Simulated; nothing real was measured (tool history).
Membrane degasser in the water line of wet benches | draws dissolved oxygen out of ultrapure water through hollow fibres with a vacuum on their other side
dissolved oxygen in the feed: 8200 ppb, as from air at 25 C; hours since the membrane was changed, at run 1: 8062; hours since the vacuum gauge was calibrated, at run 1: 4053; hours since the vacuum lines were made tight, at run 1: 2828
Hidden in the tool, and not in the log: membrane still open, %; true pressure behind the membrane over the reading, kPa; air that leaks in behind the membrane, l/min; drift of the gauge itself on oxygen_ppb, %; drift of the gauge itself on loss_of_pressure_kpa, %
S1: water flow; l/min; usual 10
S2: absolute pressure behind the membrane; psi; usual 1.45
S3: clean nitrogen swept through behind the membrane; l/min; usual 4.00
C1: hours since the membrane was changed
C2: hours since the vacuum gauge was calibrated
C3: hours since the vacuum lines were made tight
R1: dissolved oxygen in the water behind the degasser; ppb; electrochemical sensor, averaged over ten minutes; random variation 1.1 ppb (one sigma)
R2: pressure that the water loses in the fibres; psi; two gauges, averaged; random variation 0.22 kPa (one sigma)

| run | hour | S1 | S2 | S3 | C1 | C2 | C3 | R1 | R2 |
|---|---|---|---|---|---|---|---|---|---|
| 1 | 0.0 | 10 | 1.45 | 4.00 | 8062 | 4053 | 2828 | 115.5 | 7.951 |
| 2 | 115.8 | 10 | 1.45 | 4.00 | 8177 | 4169 | 2943 | 115.4 | 8.016 |
| 3 | 260.7 | 10 | 1.45 | 4.00 | 8322 | 4314 | 3088 | 117.9 | 7.961 |
| 4 | 346.6 | 10 | 1.87 | 4.00 | 8408 | 4400 | 3174 | 134.9 | 8.021 |
| 5 | 429.6 | 10 | 1.87 | 4.00 | 8491 | 4482 | 3257 | 132.8 | 7.979 |
| 6 | 537.5 | 10 | 1.45 | 9.01 | 8599 | 4590 | 3365 | 92.8 | 8.023 |
| 7 | 733.1 | 10 | 1.45 | 9.01 | 8795 | 4786 | 3561 | 93.2 | 7.971 |
| 8 | 919.3 | 10 | 1.45 | 9.01 | 8981 | 4972 | 3747 | 93.8 | 8.021 |
| 9 | 1106.8 | 10 | 1.45 | 4.00 | 9169 | 5160 | 3935 | 117.6 | 7.955 |
| 10 | 1196.1 | 10 | 1.45 | 4.00 | 9258 | 5249 | 4024 | 115.0 | 8.037 |
|  | 1265.2 | vacuum gauge calibrated |
| 11 | 1282.1 | 10 | 1.99 | 4.00 | 9343 | 17 | 4109 | 138.5 | 8.003 |
| 12 | 1399.3 | 10 | 1.99 | 4.00 | 9461 | 134 | 4227 | 139.1 | 7.971 |
| 13 | 1500.3 | 10 | 1.99 | 4.00 | 9561 | 235 | 4327 | 138.1 | 8.022 |
| 14 | 1691.6 | 10 | 1.99 | 4.00 | 9753 | 426 | 4519 | 138.5 | 7.979 |
| 15 | 1867.3 | 10 | 1.99 | 4.00 | 9929 | 602 | 4695 | 142.0 | 7.997 |
| 16 | 2000.4 | 10 | 1.99 | 4.00 | 10062 | 735 | 4828 | 142.2 | 8.002 |
| 17 | 2151.2 | 10 | 1.99 | 4.00 | 10212 | 886 | 4978 | 139.8 | 8.035 |
| 18 | 2265.7 | 10 | 1.99 | 4.00 | 10327 | 1001 | 5093 | 139.5 | 8.079 |
| 19 | 2432.6 | 7 | 1.90 | 4.00 | 10494 | 1167 | 5260 | 84.5 | 5.697 |
| 20 | 2634.0 | 7 | 1.90 | 4.00 | 10695 | 1369 | 5461 | 84.7 | 5.649 |
| 21 | 2766.1 | 6 | 1.04 | 6.91 | 10827 | 1501 | 5593 | 39.9 | 4.844 |
| 22 | 2937.2 | 16 | 1.45 | 2.04 | 10998 | 1672 | 5764 | 281.7 | 12.887 |
| 23 | 3110.1 | 16 | 1.45 | 2.04 | 11171 | 1845 | 5937 | 273.8 | 12.936 |
| 24 | 3222.6 | 16 | 1.45 | 2.04 | 11284 | 1957 | 6050 | 281.9 | 12.903 |
| 25 | 3354.2 | 16 | 1.45 | 2.04 | 11415 | 2089 | 6181 | 280.4 | 12.955 |
| 26 | 3501.3 | 12 | 1.45 | 3.28 | 11563 | 2236 | 6329 | 166.3 | 9.645 |
| 27 | 3616.2 | 12 | 1.45 | 3.28 | 11677 | 2351 | 6443 | 165.8 | 9.662 |
| 28 | 3702.5 | 8 | 1.45 | 3.28 | 11764 | 2437 | 6530 | 94.0 | 6.514 |
| 29 | 3825.7 | 8 | 1.45 | 3.28 | 11887 | 2560 | 6653 | 95.0 | 6.489 |
| 30 | 4024.8 | 8 | 1.45 | 3.28 | 12086 | 2760 | 6852 | 94.1 | 6.524 |
| 31 | 4169.0 | 8 | 1.45 | 3.28 | 12230 | 2904 | 6996 | 93.0 | 6.477 |
| 32 | 4295.0 | 16 | 1.45 | 3.28 | 12356 | 3030 | 7122 | 234.9 | 12.939 |
| 33 | 4457.0 | 8 | 3.26 | 2.96 | 12518 | 3192 | 7284 | 188.9 | 6.490 |

Measured less the same run without the tool's hidden state. The same run-to-run variation is in both; the gauge's scatter may not be:
| run | R1 | R2 |
|---|---|---|
| 1 | +10.5 | +0.222 |
| 2 | +10.6 | +0.228 |
| 3 | +11.1 | +0.231 |
| 4 | +11.3 | +0.232 |
| 5 | +11.3 | +0.234 |
| 6 | +10.6 | +0.236 |
| 7 | +10.8 | +0.242 |
| 8 | +11.1 | +0.248 |
| 9 | +12.3 | +0.251 |
| 10 | +12.1 | +0.257 |
| 11 | +11.5 | +0.257 |
| 12 | +11.8 | +0.260 |
| 13 | +11.8 | +0.263 |
| 14 | +12.1 | +0.268 |
| 15 | +12.7 | +0.273 |
| 16 | +12.9 | +0.277 |
| 17 | +12.9 | +0.283 |
| 18 | +13.1 | +0.286 |
| 19 | +8.7 | +0.203 |
| 20 | +8.9 | +0.207 |
| 21 | +6.3 | +0.180 |
| 22 | +24.1 | +0.486 |
| 23 | +23.9 | +0.493 |
| 24 | +24.9 | +0.497 |
| 25 | +25.1 | +0.505 |
| 26 | +18.7 | +0.383 |
| 27 | +19.0 | +0.384 |
| 28 | +11.6 | +0.260 |
| 29 | +11.9 | +0.261 |
| 30 | +11.9 | +0.267 |
| 31 | +12.0 | +0.270 |
| 32 | +26.7 | +0.544 |
| 33 | +16.1 | +0.276 |
